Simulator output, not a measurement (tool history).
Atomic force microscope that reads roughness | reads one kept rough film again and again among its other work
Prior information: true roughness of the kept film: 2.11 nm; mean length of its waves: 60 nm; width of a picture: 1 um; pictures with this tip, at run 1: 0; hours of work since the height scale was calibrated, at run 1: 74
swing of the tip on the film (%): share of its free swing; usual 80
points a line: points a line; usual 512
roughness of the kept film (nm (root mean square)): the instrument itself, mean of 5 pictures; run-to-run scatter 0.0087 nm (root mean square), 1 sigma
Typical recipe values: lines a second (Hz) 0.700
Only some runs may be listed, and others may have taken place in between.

run	day	lines a second (Hz)	swing of the tip on the film (%)	points a line	pictures with this tip	hours of work since the height scale was calibrated	roughness of the kept film (nm (root mean square))
1	0.000	0.700	80	512	0	74	1.938
2	1.575	0.700	80	512	54	93	1.957
3	3.062	1.797	80	512	105	112	1.766
4	4.108	1.797	80	512	140	125	1.764
# day 4.712: new tip fitted
5	5.112	1.797	80	512	14	137	1.757
6	6.421	1.797	80	512	58	153	1.752
7	7.738	1.797	80	512	103	170	1.765
# day 9.350: new tip fitted
8	9.512	1.797	80	512	6	192	1.759
9	10.500	1.797	80	512	39	204	1.765
10	11.488	0.700	90	512	73	216	1.873
11	12.850	0.700	90	512	119	233	1.880
12	13.792	0.700	80	512	151	245	1.953
# day 14.092: new tip fitted
13	15.525	0.700	59	512	49	266	2.037
14	16.371	0.700	59	512	77	277	2.044
15	18.117	0.700	59	512	137	298	2.008
# day 18.733: new tip fitted
16	18.929	0.700	59	512	7	308	2.045
17	20.579	0.700	80	512	63	329	1.948
18	22.200	0.700	80	512	118	349	1.940
# day 23.400: new tip fitted
19	23.783	0.700	80	512	13	368	1.942
20	25.208	0.700	80	512	62	386	1.952
21	26.783	1.564	80	512	116	406	1.793
22	27.633	0.700	80	512	144	416	1.931
# day 28.038: new tip fitted
23	29.425	0.700	80	512	47	438	1.937
24	30.979	0.700	82	512	100	458	1.931
25	32.304	0.700	82	512	145	474	1.917
# day 32.692: new tip fitted
26	33.983	2.259	80	512	44	495	1.707
27	35.254	2.259	80	512	88	511	1.696
28	36.079	2.259	80	512	116	521	1.698
29	37.104	1.355	77	366	151	534	1.860
# day 37.392: new tip fitted
30	38.475	1.347	57	366	37	550	1.986
31	39.571	1.347	74	632	74	564	1.884
32	40.492	1.347	74	632	105	575	1.904
# day 42.150: new tip fitted
33	42.238	1.347	74	632	3	597	1.895
34	43.783	1.347	74	632	56	616	1.885
35	45.588	0.700	80	574	117	639	1.926
# day 46.788: new tip fitted
36	46.788	0.700	80	574	0	653	1.943
37	48.254	1.838	80	300	50	671	1.769
38	49.929	0.763	58	916	107	692	2.029
# day 51.467: new tip fitted
39	51.692	0.862	83	268	7	714	1.894
40	52.983	0.673	61	268	51	730	2.029
41	54.558	0.503	59	512	105	750	2.041
# day 56.154: new tip fitted
42	56.175	0.503	59	512	0	769	2.041
43	57.012	2.974	80	305	29	780	1.608
44	57.912	0.700	65	316	59	791	2.017
45	59.254	3.473	83	274	105	808	1.490
# day 60.812: new tip fitted
46	60.971	3.473	81	274	6	829	1.531
47	62.633	1.100	76	274	62	850	1.903
48	63.654	3.748	64	274	97	862	1.785
49	65.100	3.748	64	274	146	880	1.809
# day 65.458: new tip fitted
50	66.333	0.535	75	512	30	895	1.998

Here are 3 independent what-if runs from the current tool condition. What would each one return?
A	67.662	0.535	61	512	75	912	?
B	67.662	1.693	80	512	75	912	?
C	67.662	2.982	73	308	75	912	?

run	roughness of the kept film (nm (root mean square))
A	2.040
B	1.788
C	1.733
Without the tool's unlogged condition, the same runs would have read:
run	roughness of the kept film (nm (root mean square))
A	2.045
B	1.793
C	1.738
